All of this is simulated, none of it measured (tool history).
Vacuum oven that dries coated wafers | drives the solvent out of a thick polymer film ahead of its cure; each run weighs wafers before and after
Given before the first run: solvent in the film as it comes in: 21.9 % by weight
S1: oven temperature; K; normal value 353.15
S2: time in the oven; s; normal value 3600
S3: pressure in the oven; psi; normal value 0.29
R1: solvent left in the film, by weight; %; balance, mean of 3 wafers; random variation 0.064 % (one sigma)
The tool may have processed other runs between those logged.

Run 1, day 0: usual settings. Result: R1 4.17 %.
Run 2, day 0.454: usual settings. Result: R1 3.99 %.
Run 3, day 0.9: usual settings. Result: R1 4.26 %.
Run 4, day 1.788: usual settings. Result: R1 4.14 %.
Run 5, day 2.871: usual settings. Result: R1 4.2 %.
Run 6, day 3.321: usual settings. Result: R1 4.25 %.
Run 7, day 3.988: usual settings. Result: R1 4.19 %.
Run 8, day 4.762: usual settings but S2 1920 s. Result: R1 7.77 %.
Run 9, day 5.483: usual settings but S2 1920 s. Result: R1 7.73 %.
Run 10, day 6.483: usual settings but S2 1920 s. Result: R1 7.57 %.
Run 11, day 7.267: usual settings. Result: R1 4.21 %.
Run 12, day 7.733: usual settings. Result: R1 4.24 %.
Run 13, day 8.204: usual settings. Result: R1 4.21 %.
Run 14, day 9.117: usual settings. Result: R1 4.37 %.
Run 15, day 9.767: usual settings. Result: R1 4.32 %.
Run 16, day 10.854: usual settings. Result: R1 4.21 %.
Run 17, day 11.725: usual settings. Result: R1 4.22 %.
Run 18, day 12.271: usual settings. Result: R1 4.3 %.
Run 19, day 13.05: usual settings. Result: R1 4.18 %.
Run 20, day 13.55: usual settings. Result: R1 4.35 %.
Run 21, day 14.571: usual settings. Result: R1 4.39 %.
Run 22, day 15.308: usual settings but S1 344.15 K, S2 5700 s, S3 0.512 psi. Result: R1 7.55 %.
Run 23, day 16.025: usual settings but S1 341.15 K, S3 0.263 psi. Result: R1 9.98 %.
Run 24, day 16.929: usual settings but S1 341.15 K, S3 0.263 psi. Result: R1 9.95 %.
Run 25, day 17.4: usual settings but S1 349.15 K, S3 0.622 psi. Result: R1 7.89 %.
Run 26, day 18.288: usual settings but S1 350.15 K, S2 3060 s, S3 0.622 psi. Result: R1 8.17 %.
Run 27, day 19.146: usual settings but S1 350.15 K, S2 3060 s, S3 0.622 psi. Result: R1 8.2 %.
Run 28, day 19.938: usual settings but S1 350.15 K, S2 3060 s, S3 0.622 psi. Result: R1 8.21 %.
At day 20.054: vacuum gauge cleaned of residue and calibrated.
Run 29, day 21.004: usual settings but S1 343.15 K, S2 3420 s, S3 0.885 psi. Result: R1 12.79 %.
Run 30, day 21.942: usual settings but S1 359.15 K, S3 0.511 psi. Result: R1 3.47 %.
Run 31, day 22.671: usual settings but S1 362.15 K, S2 3120 s, S3 0.434 psi. Result: R1 2.89 %.
Run 32, day 23.592: usual settings but S3 0.571 psi. Result: R1 5.8 %.
Run 33, day 24.492: usual settings but S1 364.15 K, S2 3300 s, S3 0.792 psi. Result: R1 3.55 %.
Run 34, day 25.062: usual settings but S1 364.15 K, S2 3300 s, S3 0.792 psi. Result: R1 3.58 %.
Run 35, day 25.625: usual settings but S1 364.15 K, S2 3300 s, S3 0.792 psi. Result: R1 3.51 %.
Run 36, day 26.179: usual settings but S1 364.15 K, S2 3300 s, S3 0.792 psi. Result: R1 3.52 %.
At day 26.654: vacuum gauge cleaned of residue and calibrated, once more.
Run 37, day 26.862: usual settings but S3 0.16 psi. Result: R1 3.66 %.
Run 38, day 27.667: usual settings but S1 360.15 K, S3 0.175 psi. Result: R1 1.57 %.
Run 39, day 28.546: usual settings but S1 360.15 K, S2 5100 s. Result: R1 1.45 %.
Run 40, day 29.358: usual settings but S1 366.15 K, S2 1860 s. Result: R1 2.7 %.
Run 41, day 29.967: usual settings but S2 4020 s. Result: R1 3.93 %.

What if the next run were any one of these 4? Each begins from the tool's condition after run 41:
Run A, day 30.667: usual settings but S3 0.326 psi. Result: R1 ?.
Run B, day 30.667: usual settings but S1 350.15 K, S2 4020 s. Result: R1 ?.
Run C, day 30.667: usual settings but S2 1860 s. Result: R1 ?.
Run D, day 30.667: usual settings but S1 352.15 K, S2 2580 s, S3 0.564 psi. Result: R1 ?.

run    R1
  A  4.53
  B  4.95
  C  8.03
  D  7.79
Without the tool's unlogged condition, the same runs would have read:
run    R1
  A  4.14
  B  4.53
  C  7.57
  D  7.31
